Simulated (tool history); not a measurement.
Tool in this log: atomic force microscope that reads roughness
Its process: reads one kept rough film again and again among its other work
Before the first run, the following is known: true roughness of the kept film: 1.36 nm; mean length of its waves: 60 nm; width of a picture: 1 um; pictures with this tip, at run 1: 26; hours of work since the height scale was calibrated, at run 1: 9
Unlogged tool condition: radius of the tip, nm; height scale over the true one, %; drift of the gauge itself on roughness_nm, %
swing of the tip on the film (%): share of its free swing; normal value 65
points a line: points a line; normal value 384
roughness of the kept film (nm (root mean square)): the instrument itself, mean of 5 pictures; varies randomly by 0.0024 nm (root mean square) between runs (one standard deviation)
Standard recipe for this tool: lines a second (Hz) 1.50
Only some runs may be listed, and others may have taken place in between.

run	hour	lines a second (Hz)	swing of the tip on the film (%)	points a line	pictures with this tip	hours of work since the height scale was calibrated	roughness of the kept film (nm (root mean square))
1	0.0	1.50	65	384	26	9	1.322
2	14.7	1.50	65	384	48	16	1.315
3	49.7	1.50	65	384	101	34	1.314
4	73.2	1.50	65	384	136	46	1.318
5	92.1	1.50	65	782	165	56	1.315
6	125.4	1.50	77	782	215	73	1.290
7	150.7	1.50	65	384	253	86	1.316
8	178.9	1.50	65	384	295	101	1.312
# hour 192.9: new tip fitted
9	200.3	1.07	65	384	11	112	1.332
10	219.7	1.07	65	384	40	121	1.331
11	237.7	1.07	65	384	67	131	1.331
12	270.2	1.07	65	384	116	147	1.324
13	295.2	0.57	68	384	154	160	1.328
14	322.6	2.99	86	363	195	174	1.193
15	346.9	2.99	86	363	232	187	1.192
16	364.0	0.66	64	475	257	196	1.328
17	395.4	0.66	64	475	305	212	1.325
# hour 405.0: new tip fitted
18	427.2	0.66	64	475	33	228	1.336
19	461.8	0.66	64	475	85	246	1.338
20	496.5	0.66	64	475	137	264	1.328
21	526.2	1.50	65	340	182	279	1.310
22	543.6	1.50	65	340	208	288	1.315
23	575.2	1.50	76	384	256	304	1.292

Some steps in roughness of the kept film (nm (root mean square)) between neighbouring runs. How much of each would the tool show without its hidden state too (settings, what came in, random variation), and how much is left for the hidden state, with any gauge scatter that isn't in both results?
Run 8 -> 9: lines a second (Hz) 1.50 -> 1.07, new tip fitted. roughness of the kept film (nm (root mean square)) +0.020: hidden state +0.010, all else +0.010.
Run 13 -> 14: lines a second (Hz) 0.57 -> 2.99, swing of the tip on the film (%) 68 -> 86, points a line 384 -> 363. roughness of the kept film (nm (root mean square)) -0.135: hidden state -0.001, all else -0.134.
Run 15 -> 16: lines a second (Hz) 2.99 -> 0.66, swing of the tip on the film (%) 86 -> 64, points a line 363 -> 475. roughness of the kept film (nm (root mean square)) +0.136: hidden state -0.001, all else +0.137.
Run 17 -> 18: new tip fitted. roughness of the kept film (nm (root mean square)) +0.011: hidden state +0.011, all else +0.000.
